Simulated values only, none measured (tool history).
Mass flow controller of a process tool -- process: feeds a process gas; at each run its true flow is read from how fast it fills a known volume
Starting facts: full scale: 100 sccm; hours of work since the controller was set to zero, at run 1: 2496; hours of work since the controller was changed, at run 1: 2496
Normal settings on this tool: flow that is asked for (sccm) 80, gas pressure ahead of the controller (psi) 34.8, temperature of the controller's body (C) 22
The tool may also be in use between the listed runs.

run      day  flow that is asked for (sccm)  gas pressure ahead of the controller (psi)  temperature of the controller's body (C)  hours of work since the controller was set to zero  hours of work since the controller was changed  true flow (%)
  1    0.000                             80                                        34.8                                        22                                                2496                                            2496          99.16
  2    7.362                             80                                        34.8                                        22                                                2577                                            2577          99.35
  3   13.738                             80                                        34.8                                        22                                                2646                                            2646          99.37
  4   19.725                             80                                        35.5                                        22                                                2712                                            2712          99.31
  5   26.679                             80                                        35.5                                        22                                                2788                                            2788          99.41
  6   31.838                             27                                        35.5                                        22                                                2845                                            2845          98.67
  7   38.704                             80                                        34.8                                        22                                                2920                                            2920          99.44
  8   46.038                             10                                        34.8                                        22                                                3000                                            3000          98.64
  9   50.229                             10                                        34.8                                        22                                                3046                                            3046          98.63
 10   57.017                             14                                        34.8                                        22                                                3120                                            3120          98.78
 11   63.833                             14                                        34.8                                        22                                                3195                                            3195          98.72
 12   68.154                             14                                        34.8                                        22                                                3242                                            3242          98.76
 13   74.088                             83                                        34.8                                        22                                                3307                                            3307          99.76
 14   79.550                             80                                        34.8                                        22                                                3367                                            3367          99.67
 15   85.458                             27                                        34.8                                        22                                                3432                                            3432          99.00
 16   94.267                             27                                        34.8                                        22                                                3528                                            3528          99.11
 17  100.479                             80                                        34.8                                        22                                                3596                                            3596          99.99
 18  107.375                             80                                        34.8                                        22                                                3672                                            3672          99.95
 19  111.979                             80                                        34.8                                        34                                                3722                                            3722         101.08
 20  119.333                             80                                        34.8                                        34                                                3803                                            3803         101.02
 21  128.871                             80                                        34.8                                        34                                                3907                                            3907         101.15
 22  138.529                             80                                        34.8                                        34                                                4013                                            4013         101.27
 23  146.804                             49                                        34.8                                        22                                                4103                                            4103          99.89
 24  152.946                             44                                        34.8                                        38                                                4171                                            4171         101.21
 25  158.712                             44                                        34.8                                        38                                                4234                                            4234         101.22
 26  164.883                             44                                        34.8                                        38                                                4301                                            4301         101.37
 27  169.521                             29                                        26.8                                        22                                                4352                                            4352         100.13
 28  178.917                             19                                        39.0                                        22                                                4455                                            4455          99.69
 29  187.046                             37                                        34.7                                        30                                                4544                                            4544         100.63
 30  193.600                             53                                        34.7                                        30                                                4616                                            4616         101.00
 31  201.158                             53                                        34.7                                        30                                                4698                                            4698         101.01
 32  207.262                             78                                        28.3                                        22                                                4765                                            4765         101.02
 33  214.450                             80                                        33.9                                        40                                                4844                                            4844         102.46
 34  223.217                             11                                        29.3                                        34                                                4940                                            4940         101.14
 35  227.538                             11                                        29.3                                        34                                                4987                                            4987         101.33
 36  234.712                             80                                        36.8                                        36                                                5066                                            5066         102.07
 37  240.667                             80                                        30.7                                        38                                                5131                                            5131         102.74
     242.638  -- gauge calibrated
 38  244.754                             11                                        37.1                                        38                                                5176                                            5176          99.57
 39  250.033                             11                                        37.1                                        38                                                5233                                            5233          99.54
 40  256.358                             11                                        37.1                                        37                                                5303                                            5303          99.64
 41  265.942                             11                                        37.1                                        37                                                5408                                            5408          99.65
 42  274.962                             11                                        37.1                                        37                                                5506                                            5506          99.65
 43  281.892                             10                                        35.4                                        22                                                5582                                            5582          98.49

Subtracting, for every run, the result it would have given without the tool's unlogged condition from the measured result gives the following. The same run-to-run variation enters both numbers; the gauge's scatter may not:
What the log doesn't record here: flow at rest that the sensor doesn't see, % of full scale; true flow over the shown one, %; drift of the gauge itself on true_pct, %.
run  true flow (%)
  1          +0.00
  2          +0.06
  3          +0.11
  4          +0.15
  5          +0.20
  6          +0.24
  7          +0.30
  8          +0.36
  9          +0.39
 10          +0.44
 11          +0.49
 12          +0.52
 13          +0.57
 14          +0.61
 15          +0.64
 16          +0.71
 17          +0.77
 18          +0.81
 19          +0.86
 20          +0.92
 21          +0.98
 22          +1.06
 23          +1.11
 24          +1.18
 25          +1.22
 26          +1.26
 27          +1.29
 28          +1.35
 29          +1.42
 30          +1.48
 31          +1.53
 32          +1.57
 33          +1.66
 34          +1.71
 35          +1.74
 36          +1.80
 37          +1.85
 38          +0.03
 39          +0.08
 40          +0.13
 41          +0.19
 42          +0.27
 43          +0.32

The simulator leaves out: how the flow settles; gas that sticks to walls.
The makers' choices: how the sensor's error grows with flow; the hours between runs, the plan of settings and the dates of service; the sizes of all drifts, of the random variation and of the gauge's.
